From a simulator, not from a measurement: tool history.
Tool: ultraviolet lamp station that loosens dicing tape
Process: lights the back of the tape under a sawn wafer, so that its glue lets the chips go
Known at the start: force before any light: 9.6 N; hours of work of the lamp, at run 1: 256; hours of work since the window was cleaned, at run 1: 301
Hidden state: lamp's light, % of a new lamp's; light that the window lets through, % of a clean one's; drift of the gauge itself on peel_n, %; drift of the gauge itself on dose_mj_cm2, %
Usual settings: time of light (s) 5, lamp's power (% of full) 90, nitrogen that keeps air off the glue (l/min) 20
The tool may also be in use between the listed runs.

run,hour,time of light (s),lamp's power (% of full),nitrogen that keeps air off the glue (l/min),hours of work of the lamp,hours of work since the window was cleaned,force that peels the tape off (N),light that reached the tape (mJ/cm²)
1,0.0,5,90,20,256,301,0.314,438
2,8.7,5,66,20,261,306,0.531,324
3,19.2,5,66,20,267,312,0.551,321
4,29.8,5,90,8,273,318,0.626,430
5,47.1,8,90,20,282,327,0.219,697
6,64.2,5,90,20,292,337,0.316,431
7,73.9,5,90,20,297,342,0.311,438
8,86.9,5,90,20,304,349,0.315,437
9,97.8,5,90,20,310,355,0.329,435
10,116.0,5,90,20,320,366,0.301,436
11,128.6,5,90,20,327,373,0.322,432
12,138.9,5,90,20,333,378,0.314,433
13,148.0,7,90,20,338,383,0.236,609
14,163.8,5,90,12,347,392,0.427,441
15,179.7,5,86,12,356,401,0.491,416
16,192.0,3,86,12,362,408,1.339,248
17,207.2,3,86,12,371,416,1.312,246
18,219.9,3,86,12,378,423,1.262,250
19,236.5,5,90,20,387,432,0.322,437
20,245.7,5,69,20,392,437,0.499,330
21,259.6,5,90,20,400,445,0.321,436
22,276.3,5,90,20,409,454,0.305,439
23,288.1,5,90,10,416,461,0.502,432
24,298.1,5,96,8,421,466,0.537,467
25,308.8,5,96,9,427,472,0.484,465
26,327.4,4,99,19,438,483,0.386,383
27,343.8,4,99,19,447,492,0.395,385
28,354.9,2,85,13,453,498,2.345,163
29,366.4,2,85,13,459,504,2.409,166
30,377.7,5,75,25,465,511,0.379,364
31,394.1,7,83,20,474,520,0.231,565
32,402.9,6,97,22,479,525,0.240,559
33,416.8,4,96,13,487,532,0.544,373
34,434.9,5,88,14,497,542,0.403,425
35,453.1,5,90,27,507,552,0.275,437
36,468.7,7,84,14,516,561,0.257,577
# hour 483.6: window cleaned of glue's vapour
37,484.3,7,84,14,524,0,0.258,567
38,501.5,7,84,14,534,10,0.277,569
39,510.5,4,90,6,539,15,1.171,347
40,523.9,4,90,6,546,22,1.233,346
41,534.6,5,85,16,552,28,0.393,413
42,548.0,5,85,16,559,36,0.380,411
43,557.9,2,68,15,565,41,3.051,133

3 ways to go on from here, each from the tool as it stands after run 43. What would each give?
A,572.3,5,88,39,573,49,?,?
B,572.3,4,72,15,573,49,?,?
C,572.3,5,100,15,573,49,?,?

run,force that peels the tape off (N),light that reached the tape (mJ/cm²)
A,0.258,427
B,0.882,277
C,0.334,483
Without the tool's hidden state the same runs would have given:
run,force that peels the tape off (N),light that reached the tape (mJ/cm²)
A,0.257,429
B,0.875,278
C,0.332,485
